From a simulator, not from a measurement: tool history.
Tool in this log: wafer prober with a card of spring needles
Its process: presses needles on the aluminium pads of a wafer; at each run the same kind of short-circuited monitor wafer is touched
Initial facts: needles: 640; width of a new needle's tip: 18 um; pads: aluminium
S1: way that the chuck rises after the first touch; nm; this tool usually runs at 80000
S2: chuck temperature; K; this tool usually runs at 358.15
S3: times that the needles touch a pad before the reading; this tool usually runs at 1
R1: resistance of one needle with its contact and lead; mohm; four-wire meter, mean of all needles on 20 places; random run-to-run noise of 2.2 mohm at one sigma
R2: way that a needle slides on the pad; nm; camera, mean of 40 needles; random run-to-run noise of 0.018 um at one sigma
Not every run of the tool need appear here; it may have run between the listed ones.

run    hour     S1      S2  S3   R1     R2
  1     0.0  80000  358.15   1  259  19970
       20.3  -- tips cleaned on abrasive film
  2    33.5  64000  358.15   1  322  15900
       45.0  -- tips cleaned on abrasive film
  3    58.8  80000  358.15   2  278  19950
       68.6  -- tips cleaned on abrasive film
       91.0  -- tips cleaned on abrasive film
  4   107.0  80000  358.15   2  275  19920
      114.0  -- tips cleaned on abrasive film
      136.0  -- tips cleaned on abrasive film
  5   154.3  80000  358.15   2  281  19880
      157.3  -- tips cleaned on abrasive film
      179.0  -- tips cleaned on abrasive film
  6   190.2  80000  358.15   2  272  19830
      200.2  -- tips cleaned on abrasive film
  7   218.5  80000  358.15   2  280  19830
      222.0  -- tips cleaned on abrasive film
      243.8  -- tips cleaned on abrasive film
  8   254.4  92000  358.15   2  261  22810
      265.6  -- tips cleaned on abrasive film
  9   277.7  67000  358.15   2  291  16540
      288.7  -- tips cleaned on abrasive film
      312.0  -- tips cleaned on abrasive film
 10   330.9  67000  358.15   2  297  16490
      335.2  -- tips cleaned on abrasive film
      357.1  -- tips cleaned on abrasive film
 11   374.4  67000  358.15   2  297  16470
      377.5  -- height of the first contact set anew
      380.8  -- tips cleaned on abrasive film
      403.3  -- tips cleaned on abrasive film
      425.5  -- tips cleaned on abrasive film
 12   428.9  80000  330.15   1  260  19530
      447.3  -- tips cleaned on abrasive film
      468.3  -- tips cleaned on abrasive film
 13   474.3  70000  330.15   1  287  17000
      492.1  -- tips cleaned on abrasive film
      516.9  -- tips cleaned on abrasive film
 14   519.4  80000  358.15   1  261  19510
      539.9  -- tips cleaned on abrasive film
 15   556.6  80000  358.15   1  306  19500
      561.1  -- tips cleaned on abrasive film
      585.9  -- tips cleaned on abrasive film
 16   595.9  80000  358.15   1  291  19440
      607.4  -- tips cleaned on abrasive film
 17   624.5  77000  342.15   2  280  18700
      629.6  -- tips cleaned on abrasive film
 18   646.5  77000  342.15   2  281  18670
      650.8  -- tips cleaned on abrasive film
      675.4  -- tips cleaned on abrasive film
 19   680.3  69000  307.15   1  279  16640
      697.1  -- tips cleaned on abrasive film
      702.3  -- height of the first contact set anew, once more
 20   709.2  86000  313.15   2  255  21600
      719.0  -- tips cleaned on abrasive film
      742.2  -- tips cleaned on abrasive film
 21   751.7  86000  313.15   2  252  21560
      765.0  -- tips cleaned on abrasive film
 22   781.6  86000  313.15   2  262  21530
      788.6  -- tips cleaned on abrasive film
      811.1  -- tips cleaned on abrasive film
 23   811.1  80000  323.15   2  240  19990
      832.2  -- tips cleaned on abrasive film
 24   850.9  80000  335.15   1  299  20000
      856.0  -- tips cleaned on abrasive film
      879.6  -- tips cleaned on abrasive film
      901.7  -- tips cleaned on abrasive film
 25   905.1  73000  335.15   1  268  18200
      925.7  -- tips cleaned on abrasive film
 26   928.9  86000  382.15   1  267  21480
      950.4  -- tips cleaned on abrasive film
 27   965.8  86000  382.15   1  304  21400
      975.0  -- tips cleaned on abrasive film
      999.7  -- tips cleaned on abrasive film
 28  1007.5  86000  382.15   1  286  21430
     1021.4  -- tips cleaned on abrasive film
 29  1040.0  73000  358.15   2  294  18120
     1044.7  -- tips cleaned on abrasive film
     1069.6  -- tips cleaned on abrasive film
 30  1078.1  73000  358.15   2  274  18140
     1092.5  -- tips cleaned on abrasive film
     1114.4  -- tips cleaned on abrasive film
 31  1114.4  73000  358.15   2  247  18100
     1136.9  -- tips cleaned on abrasive film
     1160.8  -- tips cleaned on abrasive film
 32  1167.9  73000  358.15   2  276  18040

Below are 3 alternative next runs, each starting from the tool's condition after run 32. Predict each:
     1184.2  -- tips cleaned on abrasive film
     1207.7  -- tips cleaned on abrasive film
  A  1209.0  60000  358.15   2   ?   ?
     1184.2  -- tips cleaned on abrasive film
     1207.7  -- tips cleaned on abrasive film
  B  1209.0  97000  370.15   2   ?   ?
     1184.2  -- tips cleaned on abrasive film
     1207.7  -- tips cleaned on abrasive film
  C  1209.0  63000  373.15   2   ?   ?

run   R1     R2
  A  265  14750
  B  253  24000
  C  271  15500
Without the tool's hidden state the same runs would have given:
run   R1     R2
  A  247  15080
  B  245  24320
  C  255  15820
